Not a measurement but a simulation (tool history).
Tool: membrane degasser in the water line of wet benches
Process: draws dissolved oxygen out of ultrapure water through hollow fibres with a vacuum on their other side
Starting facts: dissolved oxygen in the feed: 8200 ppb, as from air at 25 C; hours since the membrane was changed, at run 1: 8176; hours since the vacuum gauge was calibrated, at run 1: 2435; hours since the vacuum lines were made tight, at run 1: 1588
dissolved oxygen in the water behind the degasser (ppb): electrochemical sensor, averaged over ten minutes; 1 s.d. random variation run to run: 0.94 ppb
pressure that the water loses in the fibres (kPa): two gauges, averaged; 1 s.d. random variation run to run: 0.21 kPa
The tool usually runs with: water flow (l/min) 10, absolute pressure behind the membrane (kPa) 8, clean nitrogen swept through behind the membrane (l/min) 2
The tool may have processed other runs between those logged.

run    hour  water flow (l/min)  absolute pressure behind the membrane (kPa)  clean nitrogen swept through behind the membrane (l/min)  hours since the membrane was changed  hours since the vacuum gauge was calibrated  hours since the vacuum lines were made tight  dissolved oxygen in the water behind the degasser (ppb)  pressure that the water loses in the fibres (kPa)
  1       0                  10                                            8                                                         2                                  8176                                         2435                                          1588                                                     89.6                                              50.06
  2   211.3                  10                                            8                                                         2                                  8387                                         2647                                          1799                                                     89.6                                              49.86
  3   399.7                  10                                            8                                                         2                                  8576                                         2835                                          1988                                                     88.3                                              49.98
  4   617.6                  10                                            8                                                         2                                  8793                                         3053                                          2206                                                       90                                              49.96
  5     876                  10                                            8                                                      3.44                                  9052                                         3311                                          2464                                                     64.9                                              50.15
     1085.3  -- vacuum gauge calibrated
  6  1149.8                   7                                            8                                                         2                                  9325                                           65                                          2738                                                     53.8                                              35.24
  7  1389.2                   7                                            8                                                         2                                  9564                                          304                                          2977                                                     51.6                                                 35
  8  1502.6                   7                                            8                                                         2                                  9678                                          417                                          3090                                                     53.3                                              35.01
  9  1657.4                  10                                            8                                                      5.28                                  9833                                          572                                          3245                                                     53.4                                              49.79
 10  1828.2                  10                                            8                                                      5.28                                 10004                                          743                                          3416                                                       53                                              50.18
 11  2084.9                  10                                            8                                                      5.28                                 10260                                         1000                                          3673                                                       54                                              49.88
     2175.4  -- seals of the vacuum lines changed
 12  2234.4                  10                                            8                                                      5.28                                 10408                                         1147                                            59                                                     54.1                                              50.06
 13  2417.8                  10                                            8                                                      5.28                                 10591                                         1330                                           242                                                     51.8                                              50.05
 14  2602.3                  10                                            8                                                      5.28                                 10776                                         1515                                           427                                                       54                                              50.25
 15  2719.5                  10                                            8                                                      5.28                                 10893                                         1632                                           544                                                     54.7                                              50.11
 16  2963.6                  10                                            8                                                      5.28                                 11137                                         1876                                           788                                                     53.7                                              49.94
 17  3185.2                  10                                            8                                                      5.28                                 11358                                         2098                                          1010                                                     53.2                                              49.97
 18  3338.4                  15                                         5.03                                                      1.38                                 11512                                         2251                                          1163                                                    119.7                                               75.4
 19  3597.9                  10                                         9.86                                                         2                                 11771                                         2511                                          1423                                                    111.6                                              50.09
 20  3852.5                  10                                         9.86                                                         2                                 12026                                         2765                                          1677                                                    111.3                                              49.65
     4041.5  -- membrane cartridge changed
 21  4071.7                  10                                         9.86                                                         2                                    30                                         2980                                          1892                                                    113.3                                              49.61
 22  4248.4                  10                                         9.86                                                         2                                   207                                         3157                                          2069                                                    112.3                                              49.93
 23    4394                  10                                         8.89                                                       0.8                                   353                                         3303                                          2215                                                    191.1                                              49.85
 24  4553.3                   6                                         9.84                                                      4.86                                   512                                         3462                                          2374                                                     28.6                                              29.92
     4615.3  -- vacuum gauge calibrated
 25    4828                   6                                         9.84                                                      4.86                                   786                                          213                                          2648                                                       28                                              29.98
 26  5008.8                   8                                         16.4                                                      4.86                                   967                                          393                                          2829                                                     70.8                                              39.86
 27  5151.7                  11                                            8                                                         2                                  1110                                          536                                          2972                                                    101.8                                              54.42
 28  5350.1                   9                                            8                                                       2.7                                  1308                                          735                                          3170                                                     63.2                                              45.03
 29  5569.3                   9                                            8                                                       2.7                                  1527                                          954                                          3389                                                     63.2                                              44.71
 30  5786.7                  15                                            8                                                         2                                  1745                                         1171                                          3607                                                    157.2                                                 75
 31    5904                   9                                         5.57                                                       3.1                                  1862                                         1289                                          3724                                                     41.8                                               45.1

Entry by entry between the runs, the difference in hidden state between the last listed run before and the first listed run after:
Between runs 5 and 6: vacuum gauge calibrated (hour 1085.3)
  no hidden state differs between the two runs
Between runs 11 and 12: seals of the vacuum lines changed (hour 2175.4)
  air that leaks in behind the membrane, l/min: 0.0021 -> 0.002
Between runs 20 and 21: membrane cartridge changed (hour 4041.5)
  membrane still open, %: 99.9 -> 100
Between runs 24 and 25: vacuum gauge calibrated (hour 4615.3)
  no hidden state differs between the two runs

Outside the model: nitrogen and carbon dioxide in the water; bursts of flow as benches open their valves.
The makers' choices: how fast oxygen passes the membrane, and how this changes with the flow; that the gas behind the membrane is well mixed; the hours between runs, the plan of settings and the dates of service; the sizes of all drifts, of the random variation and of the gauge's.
